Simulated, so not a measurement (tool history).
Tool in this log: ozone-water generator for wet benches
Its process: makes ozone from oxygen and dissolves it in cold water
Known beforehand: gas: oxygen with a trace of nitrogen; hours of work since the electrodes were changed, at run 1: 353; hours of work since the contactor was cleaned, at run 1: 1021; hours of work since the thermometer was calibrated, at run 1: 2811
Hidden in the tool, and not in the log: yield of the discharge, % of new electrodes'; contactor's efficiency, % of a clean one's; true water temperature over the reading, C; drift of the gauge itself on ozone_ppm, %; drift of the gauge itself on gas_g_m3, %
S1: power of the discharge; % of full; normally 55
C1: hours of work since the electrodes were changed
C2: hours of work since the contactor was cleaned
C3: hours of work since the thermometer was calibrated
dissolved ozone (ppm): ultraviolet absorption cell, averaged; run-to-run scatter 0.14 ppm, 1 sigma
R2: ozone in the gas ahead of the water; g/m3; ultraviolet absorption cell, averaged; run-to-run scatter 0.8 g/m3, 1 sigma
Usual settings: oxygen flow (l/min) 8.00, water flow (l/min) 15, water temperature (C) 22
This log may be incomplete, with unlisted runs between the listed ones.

{"run": 1, "hour": 0.0, "S1": 55, "oxygen flow (l/min)": 8.0, "water flow (l/min)": 15, "water temperature (C)": 22, "C1": 353, "C2": 1021, "C3": 2811, "dissolved ozone (ppm)": 16.2, "R2": 125.3}
{"run": 2, "hour": 122.3, "S1": 55, "oxygen flow (l/min)": 8.0, "water flow (l/min)": 15, "water temperature (C)": 22, "C1": 474, "C2": 1142, "C3": 2932, "dissolved ozone (ppm)": 16.2, "R2": 123.9}
{"run": 3, "hour": 191.9, "S1": 55, "oxygen flow (l/min)": 8.0, "water flow (l/min)": 15, "water temperature (C)": 22, "C1": 543, "C2": 1211, "C3": 3001, "dissolved ozone (ppm)": 16.0, "R2": 125.6}
{"run": 4, "hour": 287.7, "S1": 55, "oxygen flow (l/min)": 8.0, "water flow (l/min)": 15, "water temperature (C)": 22, "C1": 638, "C2": 1306, "C3": 3096, "dissolved ozone (ppm)": 15.7, "R2": 124.3}
{"run": 5, "hour": 449.2, "S1": 55, "oxygen flow (l/min)": 7.61, "water flow (l/min)": 15, "water temperature (C)": 22, "C1": 797, "C2": 1465, "C3": 3255, "dissolved ozone (ppm)": 16.0, "R2": 127.7}
{"run": 6, "hour": 522.1, "S1": 48, "oxygen flow (l/min)": 8.0, "water flow (l/min)": 15, "water temperature (C)": 22, "C1": 869, "C2": 1537, "C3": 3327, "dissolved ozone (ppm)": 14.5, "R2": 114.4}
{"run": 7, "hour": 636.3, "S1": 48, "oxygen flow (l/min)": 8.0, "water flow (l/min)": 13, "water temperature (C)": 22, "C1": 982, "C2": 1650, "C3": 3440, "dissolved ozone (ppm)": 15.9, "R2": 115.5}
{"run": 8, "hour": 799.3, "S1": 50, "oxygen flow (l/min)": 8.0, "water flow (l/min)": 15, "water temperature (C)": 22, "C1": 1143, "C2": 1811, "C3": 3601, "dissolved ozone (ppm)": 15.1, "R2": 119.5}
{"run": 9, "hour": 967.2, "S1": 50, "oxygen flow (l/min)": 8.0, "water flow (l/min)": 15, "water temperature (C)": 22, "C1": 1309, "C2": 1977, "C3": 3767, "dissolved ozone (ppm)": 15.2, "R2": 119.1}
{"run": 10, "hour": 1073.7, "S1": 55, "oxygen flow (l/min)": 8.0, "water flow (l/min)": 15, "water temperature (C)": 22, "C1": 1414, "C2": 2082, "C3": 3872, "dissolved ozone (ppm)": 15.9, "R2": 125.6}
{"run": 11, "hour": 1158.9, "S1": 55, "oxygen flow (l/min)": 8.0, "water flow (l/min)": 15, "water temperature (C)": 22, "C1": 1498, "C2": 2166, "C3": 3957, "dissolved ozone (ppm)": 15.6, "R2": 125.4}
{"run": 12, "hour": 1238.9, "S1": 55, "oxygen flow (l/min)": 8.0, "water flow (l/min)": 15, "water temperature (C)": 22, "C1": 1578, "C2": 2246, "C3": 4036, "dissolved ozone (ppm)": 15.9, "R2": 124.0}
{"run": 13, "hour": 1388.8, "S1": 71, "oxygen flow (l/min)": 8.0, "water flow (l/min)": 15, "water temperature (C)": 19, "C1": 1726, "C2": 2394, "C3": 4184, "dissolved ozone (ppm)": 19.8, "R2": 146.0}
{"hour": 1460.4, "done": "water thermometer calibrated"}
{"run": 14, "hour": 1558.1, "S1": 55, "oxygen flow (l/min)": 8.0, "water flow (l/min)": 15, "water temperature (C)": 14, "C1": 1892, "C2": 2560, "C3": 97, "dissolved ozone (ppm)": 18.8, "R2": 123.7}
{"run": 15, "hour": 1698.3, "S1": 48, "oxygen flow (l/min)": 11.14, "water flow (l/min)": 15, "water temperature (C)": 27, "C1": 2031, "C2": 2699, "C3": 235, "dissolved ozone (ppm)": 12.9, "R2": 101.0}
{"run": 16, "hour": 1838.7, "S1": 48, "oxygen flow (l/min)": 11.14, "water flow (l/min)": 15, "water temperature (C)": 27, "C1": 2170, "C2": 2838, "C3": 374, "dissolved ozone (ppm)": 12.8, "R2": 101.3}
{"run": 17, "hour": 1941.4, "S1": 48, "oxygen flow (l/min)": 11.14, "water flow (l/min)": 15, "water temperature (C)": 27, "C1": 2271, "C2": 2939, "C3": 475, "dissolved ozone (ppm)": 12.7, "R2": 99.9}
{"run": 18, "hour": 2030.8, "S1": 48, "oxygen flow (l/min)": 11.14, "water flow (l/min)": 15, "water temperature (C)": 26, "C1": 2360, "C2": 3028, "C3": 564, "dissolved ozone (ppm)": 12.9, "R2": 100.5}
{"run": 19, "hour": 2143.3, "S1": 55, "oxygen flow (l/min)": 6.08, "water flow (l/min)": 22, "water temperature (C)": 22, "C1": 2471, "C2": 3139, "C3": 675, "dissolved ozone (ppm)": 12.2, "R2": 140.7}
{"run": 20, "hour": 2286.2, "S1": 55, "oxygen flow (l/min)": 10.14, "water flow (l/min)": 13, "water temperature (C)": 22, "C1": 2612, "C2": 3280, "C3": 816, "dissolved ozone (ppm)": 16.4, "R2": 111.7}
{"run": 21, "hour": 2436.3, "S1": 55, "oxygen flow (l/min)": 10.14, "water flow (l/min)": 13, "water temperature (C)": 22, "C1": 2760, "C2": 3428, "C3": 964, "dissolved ozone (ppm)": 16.7, "R2": 113.5}
{"run": 22, "hour": 2520.1, "S1": 55, "oxygen flow (l/min)": 10.8, "water flow (l/min)": 15, "water temperature (C)": 22, "C1": 2843, "C2": 3511, "C3": 1047, "dissolved ozone (ppm)": 15.4, "R2": 111.4}
{"hour": 2545.3, "done": "contactor cleaned"}
{"run": 23, "hour": 2627.5, "S1": 55, "oxygen flow (l/min)": 12.57, "water flow (l/min)": 15, "water temperature (C)": 22, "C1": 2945, "C2": 81, "C3": 1149, "dissolved ozone (ppm)": 15.0, "R2": 104.6}
{"run": 24, "hour": 2795.7, "S1": 49, "oxygen flow (l/min)": 6.94, "water flow (l/min)": 15, "water temperature (C)": 22, "C1": 3111, "C2": 247, "C3": 1316, "dissolved ozone (ppm)": 14.9, "R2": 124.8}

What if the next run were any one of these 4? Each begins from the tool's condition after run 24:
{"run": "A", "hour": 2900.2, "S1": 49, "oxygen flow (l/min)": 8.0, "water flow (l/min)": 18, "water temperature (C)": 22, "C1": 3215, "C2": 351, "C3": 1419, "dissolved ozone (ppm)": "?", "R2": "?"}
{"run": "B", "hour": 2900.2, "S1": 43, "oxygen flow (l/min)": 7.5, "water flow (l/min)": 15, "water temperature (C)": 20, "C1": 3215, "C2": 351, "C3": 1419, "dissolved ozone (ppm)": "?", "R2": "?"}
{"run": "C", "hour": 2900.2, "S1": 49, "oxygen flow (l/min)": 6.94, "water flow (l/min)": 15, "water temperature (C)": 16, "C1": 3215, "C2": 351, "C3": 1419, "dissolved ozone (ppm)": "?", "R2": "?"}
{"run": "D", "hour": 2900.2, "S1": 49, "oxygen flow (l/min)": 11.26, "water flow (l/min)": 19, "water temperature (C)": 24, "C1": 3215, "C2": 351, "C3": 1419, "dissolved ozone (ppm)": "?", "R2": "?"}

run=A dissolved_ozone_(ppm)=13.2 R2=117.4
run=B dissolved_ozone_(ppm)=14.3 R2=111.2
run=C dissolved_ozone_(ppm)=16.7 R2=123.5
run=D dissolved_ozone_(ppm)=12.1 R2=100.1
Without the tool's hidden state the same runs would have given:
run=A dissolved_ozone_(ppm)=13.2 R2=117.5
run=B dissolved_ozone_(ppm)=14.4 R2=111.3
run=C dissolved_ozone_(ppm)=16.7 R2=123.7
run=D dissolved_ozone_(ppm)=12.1 R2=100.2
